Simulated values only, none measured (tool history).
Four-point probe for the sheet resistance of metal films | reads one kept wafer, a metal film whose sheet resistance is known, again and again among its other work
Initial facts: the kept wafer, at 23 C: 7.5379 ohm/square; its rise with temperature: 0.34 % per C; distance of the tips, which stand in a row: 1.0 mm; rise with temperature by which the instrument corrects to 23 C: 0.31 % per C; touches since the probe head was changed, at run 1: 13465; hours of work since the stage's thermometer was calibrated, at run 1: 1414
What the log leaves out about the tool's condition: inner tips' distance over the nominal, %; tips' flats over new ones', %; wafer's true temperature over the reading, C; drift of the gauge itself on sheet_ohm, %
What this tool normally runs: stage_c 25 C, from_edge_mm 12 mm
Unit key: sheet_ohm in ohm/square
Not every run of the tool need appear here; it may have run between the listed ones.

run,day,stage_c,from_edge_mm,touches since the probe head was changed,hours of work since the stage's thermometer was calibrated,sheet_ohm
1,0.000,25,12,13465,1414,7.571089
2,2.462,25,12,16860,1454,7.571772
3,5.962,25,12,21688,1510,7.569061
4,9.092,25,12,26004,1560,7.571526
# day 10.362: stage's thermometer calibrated
5,10.892,20,12,28459,8,7.555721
6,14.354,20,12,33236,64,7.561177
7,15.933,25,12,35412,89,7.570791
8,19.029,29,6,39683,139,7.663436
9,22.308,31,44,44207,191,7.558515
10,24.279,23,50,46927,222,7.536814
11,27.096,23,5,50812,268,7.695642
12,29.292,35,23,53836,303,7.571860
13,31.588,27,64,57007,339,7.546750
14,34.408,27,64,60898,384,7.549838

Each row is a separate what-if for the run after 14, all from the same tool condition, not one after another. Results?
A,36.654,22,4,63996,420,?
B,36.654,20,9,63996,420,?
C,36.654,27,21,63996,420,?
D,36.654,30,31,63996,420,?
E,36.654,23,12,63996,420,?

run,sheet_ohm
A,7.780099
B,7.580357
C,7.552005
D,7.556715
E,7.567517
What these runs would have given with no unlogged condition in the tool:
run,sheet_ohm
A,7.780810
B,7.581051
C,7.552697
D,7.557408
E,7.568211

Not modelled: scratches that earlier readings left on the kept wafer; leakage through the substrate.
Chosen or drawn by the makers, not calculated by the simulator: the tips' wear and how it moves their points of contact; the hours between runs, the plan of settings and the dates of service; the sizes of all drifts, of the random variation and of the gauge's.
